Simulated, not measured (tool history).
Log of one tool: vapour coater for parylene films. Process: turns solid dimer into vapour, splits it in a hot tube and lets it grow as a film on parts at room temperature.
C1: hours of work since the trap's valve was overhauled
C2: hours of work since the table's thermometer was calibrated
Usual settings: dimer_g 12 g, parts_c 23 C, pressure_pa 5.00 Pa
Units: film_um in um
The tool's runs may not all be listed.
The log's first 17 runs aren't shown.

Run 18, hour 263.8: usual settings but parts_c 34 C, pressure_pa 3.13 Pa; C1 61; C2 121. Result: film_um 1.85 um.
Run 19, hour 279.7: usual settings but parts_c 34 C, pressure_pa 3.13 Pa; C1 67; C2 127. Result: film_um 1.86 um.
Run 20, hour 300.3: usual settings but dimer_g 9 g; C1 76; C2 136. Result: film_um 2.03 um.
Run 21, hour 311.7: usual settings but dimer_g 9 g; C1 81; C2 140. Result: film_um 2.02 um.
Run 22, hour 332.1: usual settings but dimer_g 9 g; C1 89; C2 149. Result: film_um 2.04 um.
Run 23, hour 345.4: usual settings but dimer_g 5 g; C1 95; C2 154. Result: film_um 1.09 um.
Run 24, hour 357.8: usual settings but dimer_g 5 g, parts_c 33 C, pressure_pa 11.11 Pa; C1 100; C2 160. Result: film_um 0.64 um.
Run 25, hour 370.5: usual settings but pressure_pa 9.04 Pa; C1 105; C2 165. Result: film_um 2.34 um.
Run 26, hour 388.2: usual settings but parts_c 16 C, pressure_pa 2.92 Pa; C1 112; C2 172. Result: film_um 3.99 um.
Run 27, hour 405.5: usual settings but parts_c 16 C, pressure_pa 2.92 Pa; C1 119; C2 179. Result: film_um 4.03 um.
Run 28, hour 423.6: usual settings but dimer_g 7 g, parts_c 19 C, pressure_pa 4.08 Pa; C1 127; C2 187. Result: film_um 1.92 um.
Run 29, hour 442.6: usual settings but dimer_g 6 g, parts_c 21 C, pressure_pa 4.08 Pa; C1 135; C2 195. Result: film_um 1.50 um.
Run 30, hour 463.2: usual settings but dimer_g 6 g, parts_c 21 C, pressure_pa 4.08 Pa; C1 143; C2 203. Result: film_um 1.51 um.
Run 31, hour 472.3: usual settings but dimer_g 6 g, parts_c 21 C, pressure_pa 4.08 Pa; C1 147; C2 207. Result: film_um 1.48 um.
Run 32, hour 485.1: usual settings but parts_c 32 C; C1 152; C2 212. Result: film_um 1.80 um.
Run 33, hour 500.4: usual settings but parts_c 32 C; C1 159; C2 219. Result: film_um 1.81 um.
Run 34, hour 521.5: usual settings but dimer_g 6 g, parts_c 24 C; C1 168; C2 227. Result: film_um 1.26 um.
Run 35, hour 533.2: usual settings but dimer_g 14 g, parts_c 31 C, pressure_pa 4.25 Pa; C1 172; C2 232. Result: film_um 2.19 um.
Run 36, hour 548.8: usual settings but dimer_g 14 g, parts_c 31 C, pressure_pa 4.25 Pa; C1 179; C2 239. Result: film_um 2.25 um.
Run 37, hour 560.8: usual settings but parts_c 25 C, pressure_pa 4.25 Pa; C1 184; C2 244. Result: film_um 2.47 um.
Run 38, hour 570.4: usual settings but dimer_g 20 g, parts_c 25 C, pressure_pa 4.55 Pa; C1 188; C2 248. Result: film_um 4.06 um.
Run 39, hour 580.0: usual settings but dimer_g 8 g; C1 192; C2 252. Result: film_um 1.70 um.
Run 40, hour 592.3: usual settings but dimer_g 7 g, parts_c 26 C, pressure_pa 3.12 Pa; C1 197; C2 257. Result: film_um 1.46 um.
Run 41, hour 604.3: usual settings but dimer_g 9 g; C1 202; C2 262. Result: film_um 1.91 um.
Run 42, hour 616.2: usual settings but dimer_g 16 g, pressure_pa 6.00 Pa; C1 207; C2 267. Result: film_um 3.29 um.

Forecast each of these 4 alternatives for the next run:
Run A, hour 629.8: usual settings but dimer_g 16 g, parts_c 16 C, pressure_pa 6.00 Pa; C1 212; C2 272. Result: film_um ?.
Run B, hour 629.8: usual settings but dimer_g 7 g, parts_c 19 C; C1 212; C2 272. Result: film_um ?.
Run C, hour 629.8: usual settings but dimer_g 5 g, parts_c 18 C, pressure_pa 4.34 Pa; C1 212; C2 272. Result: film_um ?.
Run D, hour 629.8: usual settings but dimer_g 16 g, parts_c 28 C, pressure_pa 6.00 Pa; C1 212; C2 272. Result: film_um ?.

run  film_um
  A     4.42
  B     1.77
  C     1.37
  D     2.67
Without the tool's hidden state the same runs would have given:
run  film_um
  A     4.81
  B     1.93
  C     1.49
  D     2.90

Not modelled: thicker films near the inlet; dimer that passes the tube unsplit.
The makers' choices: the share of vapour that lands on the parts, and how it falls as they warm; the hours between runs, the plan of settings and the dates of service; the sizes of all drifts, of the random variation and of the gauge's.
